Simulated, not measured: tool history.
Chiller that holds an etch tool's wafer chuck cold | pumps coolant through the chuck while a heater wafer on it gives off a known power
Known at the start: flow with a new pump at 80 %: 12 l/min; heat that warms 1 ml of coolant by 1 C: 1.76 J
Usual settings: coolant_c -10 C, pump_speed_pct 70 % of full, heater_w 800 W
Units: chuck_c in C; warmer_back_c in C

run,hour,coolant_c,pump_speed_pct,heater_w,chuck_c,warmer_back_c
1,0.0,-10,70,800,-2.6,2.50
2,151.8,-10,70,800,-2.6,2.62
3,244.8,-10,70,800,-2.6,2.64
# hour 334.2: chiller's thermometer calibrated
4,334.2,-10,70,800,-2.6,2.64
5,417.9,-10,70,800,-2.6,2.65
6,569.3,-10,70,800,-2.5,2.57
7,697.1,-10,70,441,-5.8,1.44
8,806.0,-10,70,441,-5.9,1.39
9,889.9,-10,70,791,-2.9,2.56
10,1007.5,-10,70,791,-2.6,2.57
# hour 1119.1: coolant changed, channels flushed
11,1123.5,-10,70,800,-2.6,2.65
12,1207.2,-9,70,800,-1.6,2.64
13,1336.8,-1,97,518,2.8,1.21
14,1441.2,-10,86,1016,-1.8,2.65
15,1523.1,-13,70,677,-6.8,2.24
16,1591.9,-10,67,800,-2.6,2.73
17,1749.8,-6,100,1061,1.7,2.42
18,1888.4,-11,69,994,-1.8,3.32
19,2031.8,-2,69,994,7.3,3.32
20,2151.9,-12,76,521,-7.5,1.59
21,2269.9,-12,76,521,-7.4,1.53

Forecast each of these 4 alternatives for the next run:
A,2408.8,-10,83,477,?,?
B,2408.8,-10,98,917,?,?
C,2408.8,-8,76,521,?,?
D,2408.8,-12,65,521,?,?

run,chuck_c,warmer_back_c
A,-6.0,1.31
B,-3.5,2.10
C,-3.5,1.60
D,-7.1,1.87
Without the tool's hidden state the same runs would have given:
run,chuck_c,warmer_back_c
A,-6.0,1.30
B,-3.5,2.09
C,-3.5,1.60
D,-7.1,1.87
